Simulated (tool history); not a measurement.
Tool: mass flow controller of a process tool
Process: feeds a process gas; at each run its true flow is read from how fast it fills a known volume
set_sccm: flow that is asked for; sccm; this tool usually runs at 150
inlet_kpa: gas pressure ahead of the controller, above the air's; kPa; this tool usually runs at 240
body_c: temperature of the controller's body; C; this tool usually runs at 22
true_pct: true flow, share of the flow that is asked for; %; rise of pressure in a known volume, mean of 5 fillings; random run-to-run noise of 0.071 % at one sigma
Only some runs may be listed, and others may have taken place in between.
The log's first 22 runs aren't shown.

{"run": 23, "hour": 2172.6, "set_sccm": 107, "inlet_kpa": 261, "body_c": 29, "true_pct": 101.73}
{"run": 24, "hour": 2285.0, "set_sccm": 362, "inlet_kpa": 156, "body_c": 22, "true_pct": 101.33}
{"run": 25, "hour": 2407.4, "set_sccm": 150, "inlet_kpa": 232, "body_c": 21, "true_pct": 102.1}
{"run": 26, "hour": 2535.9, "set_sccm": 150, "inlet_kpa": 232, "body_c": 21, "true_pct": 102.08}
{"run": 27, "hour": 2608.0, "set_sccm": 445, "inlet_kpa": 145, "body_c": 30, "true_pct": 100.64}
{"run": 28, "hour": 2669.9, "set_sccm": 445, "inlet_kpa": 170, "body_c": 30, "true_pct": 100.41}
{"run": 29, "hour": 2801.2, "set_sccm": 177, "inlet_kpa": 240, "body_c": 37, "true_pct": 100.37}
{"run": 30, "hour": 2922.8, "set_sccm": 85, "inlet_kpa": 147, "body_c": 37, "true_pct": 102.02}
{"run": 31, "hour": 3040.7, "set_sccm": 129, "inlet_kpa": 151, "body_c": 24, "true_pct": 102.48}
{"run": 32, "hour": 3163.6, "set_sccm": 147, "inlet_kpa": 227, "body_c": 22, "true_pct": 102.13}
{"run": 33, "hour": 3273.6, "set_sccm": 150, "inlet_kpa": 146, "body_c": 27, "true_pct": 102.0}
{"run": 34, "hour": 3399.5, "set_sccm": 382, "inlet_kpa": 256, "body_c": 25, "true_pct": 100.74}
{"run": 35, "hour": 3533.1, "set_sccm": 330, "inlet_kpa": 256, "body_c": 30, "true_pct": 100.47}
{"run": 36, "hour": 3611.9, "set_sccm": 80, "inlet_kpa": 240, "body_c": 22, "true_pct": 104.03}
{"run": 37, "hour": 3694.9, "set_sccm": 176, "inlet_kpa": 147, "body_c": 22, "true_pct": 102.17}
{"run": 38, "hour": 3790.9, "set_sccm": 176, "inlet_kpa": 147, "body_c": 22, "true_pct": 102.24}
{"run": 39, "hour": 3866.4, "set_sccm": 176, "inlet_kpa": 147, "body_c": 22, "true_pct": 102.13}
{"run": 40, "hour": 3962.1, "set_sccm": 176, "inlet_kpa": 147, "body_c": 22, "true_pct": 102.28}
{"run": 41, "hour": 4021.6, "set_sccm": 176, "inlet_kpa": 147, "body_c": 22, "true_pct": 102.21}
{"run": 42, "hour": 4097.4, "set_sccm": 176, "inlet_kpa": 147, "body_c": 22, "true_pct": 102.36}

Alternative continuations, all from the tool just after run 42; predict every row:
{"run": "A", "hour": 4163.4, "set_sccm": 211, "inlet_kpa": 147, "body_c": 21, "true_pct": "?"}
{"run": "B", "hour": 4163.4, "set_sccm": 77, "inlet_kpa": 147, "body_c": 29, "true_pct": "?"}
{"run": "C", "hour": 4163.4, "set_sccm": 385, "inlet_kpa": 147, "body_c": 22, "true_pct": "?"}
{"run": "D", "hour": 4163.4, "set_sccm": 150, "inlet_kpa": 240, "body_c": 30, "true_pct": "?"}

run=A true_pct=102.05
run=B true_pct=103.79
run=C true_pct=101.64
run=D true_pct=101.61
Had the tool no hidden state, the same runs would have come out as:
run=A true_pct=100.10
run=B true_pct=99.22
run=C true_pct=100.38
run=D true_pct=99.05

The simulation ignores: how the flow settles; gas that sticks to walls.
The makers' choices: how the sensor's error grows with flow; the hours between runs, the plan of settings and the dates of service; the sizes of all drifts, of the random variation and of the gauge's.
